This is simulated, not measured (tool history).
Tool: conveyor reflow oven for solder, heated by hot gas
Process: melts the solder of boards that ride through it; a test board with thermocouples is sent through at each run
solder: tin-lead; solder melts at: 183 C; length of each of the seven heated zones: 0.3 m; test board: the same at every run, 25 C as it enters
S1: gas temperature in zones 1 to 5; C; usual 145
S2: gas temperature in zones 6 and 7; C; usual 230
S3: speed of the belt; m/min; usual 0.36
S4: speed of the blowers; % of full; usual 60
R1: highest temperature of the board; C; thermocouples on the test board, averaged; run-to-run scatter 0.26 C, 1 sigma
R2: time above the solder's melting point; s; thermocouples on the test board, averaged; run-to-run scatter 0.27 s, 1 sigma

run 1 hour=0 | S1=145 S2=230 S3=0.36 S4=60 | R1=217.2 R2=80.7
run 2 hour=21.6 | S1=145 S2=230 S3=0.36 S4=60 | R1=217.4 R2=80.7
run 3 hour=39.8 | S1=140 S2=230 S3=0.36 S4=60 | R1=216.5 R2=77.1
run 4 hour=60.2 | S1=140 S2=230 S3=0.36 S4=60 | R1=216.3 R2=77
run 5 hour=80.9 | S1=145 S2=230 S3=0.36 S4=60 | R1=216.7 R2=80.4
run 6 hour=111.2 | S1=139 S2=236 S3=0.329 S4=60 | R1=223.8 R2=92.3
run 7 hour=133.7 | S1=139 S2=236 S3=0.329 S4=60 | R1=223.4 R2=92.4
run 8 hour=167.8 | S1=139 S2=236 S3=0.329 S4=60 | R1=223.1 R2=92.3
-- hour=183.6 thermocouples of zones 6 and 7 changed
run 9 hour=192.6 | S1=145 S2=232 S3=0.36 S4=61 | R1=218.1 R2=81.6
run 10 hour=209.4 | S1=145 S2=234 S3=0.407 S4=60 | R1=216.3 R2=69.1

Branching from run 10: 3 alternative next runs. What would each branch give?
run A hour=245.3 | S1=145 S2=230 S3=0.323 S4=60 | R1=? R2=?
run B hour=245.3 | S1=145 S2=245 S3=0.36 S4=55 | R1=? R2=?
run C hour=245.3 | S1=155 S2=234 S3=0.407 S4=60 | R1=? R2=?

run=A R1=219.1 R2=93.2
run=B R1=228.7 R2=90.1
run=C R1=218.2 R2=76.4
With no hidden state in the tool, these same runs would have given:
run=A R1=220.7 R2=93
run=B R1=230.6 R2=89.4
run=C R1=220.2 R2=76.6
